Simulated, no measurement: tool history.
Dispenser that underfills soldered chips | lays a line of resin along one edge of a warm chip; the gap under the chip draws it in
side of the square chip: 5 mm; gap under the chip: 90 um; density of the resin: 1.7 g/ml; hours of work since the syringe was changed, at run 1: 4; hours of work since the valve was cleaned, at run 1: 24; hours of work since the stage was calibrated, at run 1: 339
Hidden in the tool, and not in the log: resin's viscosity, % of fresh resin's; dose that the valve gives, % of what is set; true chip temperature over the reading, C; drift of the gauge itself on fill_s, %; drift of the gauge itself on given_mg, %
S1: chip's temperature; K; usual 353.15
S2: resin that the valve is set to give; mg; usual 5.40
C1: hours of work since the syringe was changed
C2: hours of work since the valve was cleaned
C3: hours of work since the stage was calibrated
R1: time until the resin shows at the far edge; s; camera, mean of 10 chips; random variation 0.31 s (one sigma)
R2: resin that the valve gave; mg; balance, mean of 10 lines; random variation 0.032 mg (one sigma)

{"run": 1, "hour": 0.0, "S1": 353.15, "S2": 5.4, "C1": 4, "C2": 24, "C3": 339, "R1": 9.5, "R2": 5.32}
{"hour": 3.1, "done": "new syringe of resin"}
{"run": 2, "hour": 8.0, "S1": 353.15, "S2": 5.4, "C1": 3, "C2": 29, "C3": 344, "R1": 9.1, "R2": 5.24}
{"hour": 12.2, "done": "new syringe of resin"}
{"run": 3, "hour": 16.4, "S1": 353.15, "S2": 5.4, "C1": 3, "C2": 35, "C3": 350, "R1": 10.0, "R2": 5.28}
{"hour": 21.1, "done": "new syringe of resin"}
{"run": 4, "hour": 28.8, "S1": 353.15, "S2": 5.4, "C1": 5, "C2": 43, "C3": 358, "R1": 10.5, "R2": 5.3}
{"hour": 30.0, "done": "new syringe of resin"}
{"run": 5, "hour": 34.8, "S1": 353.15, "S2": 5.32, "C1": 3, "C2": 47, "C3": 362, "R1": 9.7, "R2": 5.2}
{"hour": 39.3, "done": "new syringe of resin"}
{"run": 6, "hour": 40.5, "S1": 353.15, "S2": 5.32, "C1": 1, "C2": 51, "C3": 366, "R1": 9.1, "R2": 5.17}
{"hour": 48.9, "done": "new syringe of resin"}
{"run": 7, "hour": 53.2, "S1": 353.15, "S2": 5.32, "C1": 3, "C2": 59, "C3": 374, "R1": 9.4, "R2": 5.16}
{"hour": 57.9, "done": "new syringe of resin"}
{"run": 8, "hour": 61.5, "S1": 353.15, "S2": 5.32, "C1": 3, "C2": 65, "C3": 380, "R1": 9.7, "R2": 5.11}
{"hour": 67.1, "done": "new syringe of resin"}
{"run": 9, "hour": 74.0, "S1": 353.15, "S2": 5.32, "C1": 5, "C2": 73, "C3": 388, "R1": 10.9, "R2": 5.21}
{"hour": 76.8, "done": "new syringe of resin"}
{"run": 10, "hour": 80.8, "S1": 363.15, "S2": 5.09, "C1": 3, "C2": 78, "C3": 393, "R1": 6.2, "R2": 4.89}
{"hour": 86.7, "done": "new syringe of resin"}
{"run": 11, "hour": 88.7, "S1": 363.15, "S2": 5.09, "C1": 1, "C2": 83, "C3": 398, "R1": 5.8, "R2": 4.85}
{"run": 12, "hour": 94.7, "S1": 364.15, "S2": 5.9, "C1": 5, "C2": 87, "C3": 402, "R1": 5.6, "R2": 5.66}
{"hour": 96.3, "done": "new syringe of resin"}
{"hour": 105.0, "done": "dispensing valve cleaned and set on the balance"}
{"hour": 106.8, "done": "new syringe of resin"}
{"run": 13, "hour": 107.8, "S1": 364.15, "S2": 5.9, "C1": 1, "C2": 2, "C3": 410, "R1": 4.8, "R2": 5.92}
{"hour": 115.9, "done": "new syringe of resin"}
{"run": 14, "hour": 118.8, "S1": 345.15, "S2": 4.89, "C1": 2, "C2": 9, "C3": 418, "R1": 13.9, "R2": 4.84}

4 ways to go on from here, each from the tool as it stands after run 14. What would each give?
{"hour": 125.6, "done": "new syringe of resin"}
{"run": "A", "hour": 127.4, "S1": 351.15, "S2": 5.55, "C1": 1, "C2": 15, "C3": 423, "R1": "?", "R2": "?"}
{"hour": 125.6, "done": "new syringe of resin"}
{"run": "B", "hour": 127.4, "S1": 362.15, "S2": 7.0, "C1": 1, "C2": 15, "C3": 423, "R1": "?", "R2": "?"}
{"hour": 125.6, "done": "new syringe of resin"}
{"run": "C", "hour": 127.4, "S1": 343.15, "S2": 6.1, "C1": 1, "C2": 15, "C3": 423, "R1": "?", "R2": "?"}
{"hour": 125.6, "done": "new syringe of resin"}
{"run": "D", "hour": 127.4, "S1": 340.15, "S2": 5.4, "C1": 1, "C2": 15, "C3": 423, "R1": "?", "R2": "?"}

run=A R1=9.6 R2=5.53
run=B R1=5.1 R2=6.89
run=C R1=14.7 R2=6.09
run=D R1=16.2 R2=5.38
Without the tool's hidden state the same runs would have given:
run=A R1=9.9 R2=5.57
run=B R1=5.2 R2=6.95
run=C R1=15.2 R2=6.13
run=D R1=16.8 R2=5.42
